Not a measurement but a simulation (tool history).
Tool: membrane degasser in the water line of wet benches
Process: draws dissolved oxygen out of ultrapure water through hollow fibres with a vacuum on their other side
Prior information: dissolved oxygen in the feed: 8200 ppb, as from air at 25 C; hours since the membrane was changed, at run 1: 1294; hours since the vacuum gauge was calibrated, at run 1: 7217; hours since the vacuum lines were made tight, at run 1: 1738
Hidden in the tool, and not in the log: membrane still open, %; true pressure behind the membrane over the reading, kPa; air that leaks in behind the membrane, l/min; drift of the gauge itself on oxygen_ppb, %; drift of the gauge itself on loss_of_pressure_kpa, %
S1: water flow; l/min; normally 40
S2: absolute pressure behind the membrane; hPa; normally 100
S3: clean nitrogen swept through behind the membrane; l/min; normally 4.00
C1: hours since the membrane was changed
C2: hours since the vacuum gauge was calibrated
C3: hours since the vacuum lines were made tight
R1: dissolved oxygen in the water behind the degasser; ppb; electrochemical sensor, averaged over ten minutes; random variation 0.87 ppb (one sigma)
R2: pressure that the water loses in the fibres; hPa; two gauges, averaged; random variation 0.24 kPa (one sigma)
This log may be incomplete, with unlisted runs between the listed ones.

Run 1, hour 0.0: usual settings; C1 1294; C2 7217; C3 1738. Result: R1 178.4 ppb, R2 608.3 hPa.
Run 2, hour 53.8: usual settings; C1 1348; C2 7271; C3 1792. Result: R1 178.0 ppb, R2 602.3 hPa.
Run 3, hour 90.4: usual settings; C1 1384; C2 7308; C3 1829. Result: R1 178.5 ppb, R2 608.0 hPa.
Run 4, hour 137.9: usual settings; C1 1432; C2 7355; C3 1876. Result: R1 177.5 ppb, R2 606.3 hPa.
Run 5, hour 165.5: usual settings but S3 1.70 l/min; C1 1459; C2 7383; C3 1904. Result: R1 357.5 ppb, R2 606.6 hPa.
Run 6, hour 213.5: usual settings but S3 1.70 l/min; C1 1507; C2 7431; C3 1952. Result: R1 355.8 ppb, R2 605.2 hPa.
Run 7, hour 260.5: usual settings; C1 1554; C2 7478; C3 1999. Result: R1 178.5 ppb, R2 605.0 hPa.
Run 8, hour 294.4: usual settings; C1 1588; C2 7512; C3 2033. Result: R1 179.4 ppb, R2 608.0 hPa.
Run 9, hour 336.4: usual settings but S2 167 hPa; C1 1630; C2 7554; C3 2075. Result: R1 327.9 ppb, R2 608.6 hPa.
Run 10, hour 388.8: usual settings but S2 167 hPa; C1 1683; C2 7606; C3 2127. Result: R1 326.2 ppb, R2 610.7 hPa.
Run 11, hour 430.6: usual settings but S1 60 l/min, S2 167 hPa; C1 1724; C2 7648; C3 2169. Result: R1 494.1 ppb, R2 907.0 hPa.
Run 12, hour 458.2: usual settings but S1 60 l/min, S2 167 hPa; C1 1752; C2 7675; C3 2197. Result: R1 495.0 ppb, R2 908.0 hPa.
Run 13, hour 489.1: usual settings; C1 1783; C2 7706; C3 2227. Result: R1 178.1 ppb, R2 605.5 hPa.
Run 14, hour 517.2: usual settings; C1 1811; C2 7734; C3 2256. Result: R1 178.8 ppb, R2 605.5 hPa.
Run 15, hour 574.8: usual settings; C1 1869; C2 7792; C3 2313. Result: R1 179.7 ppb, R2 604.3 hPa.
Run 16, hour 612.0: usual settings but S3 1.89 l/min; C1 1906; C2 7829; C3 2350. Result: R1 328.9 ppb, R2 606.7 hPa.
Run 17, hour 667.6: usual settings but S3 1.89 l/min; C1 1962; C2 7885; C3 2406. Result: R1 326.3 ppb, R2 602.2 hPa.

Predict the results of run 18:
Run 18, hour 697.4: usual settings but S1 58 l/min, S2 166 hPa, S3 3.63 l/min; C1 1991; C2 7915; C3 2436. Result: R1 ?, R2 ?.

Logged for run 18: R1 509.4 ppb, R2 879.7 hPa.
On a tool with no hidden condition, and with the same random variation, this run would have come out at R1 509.2 ppb, R2 879.6 hPa.
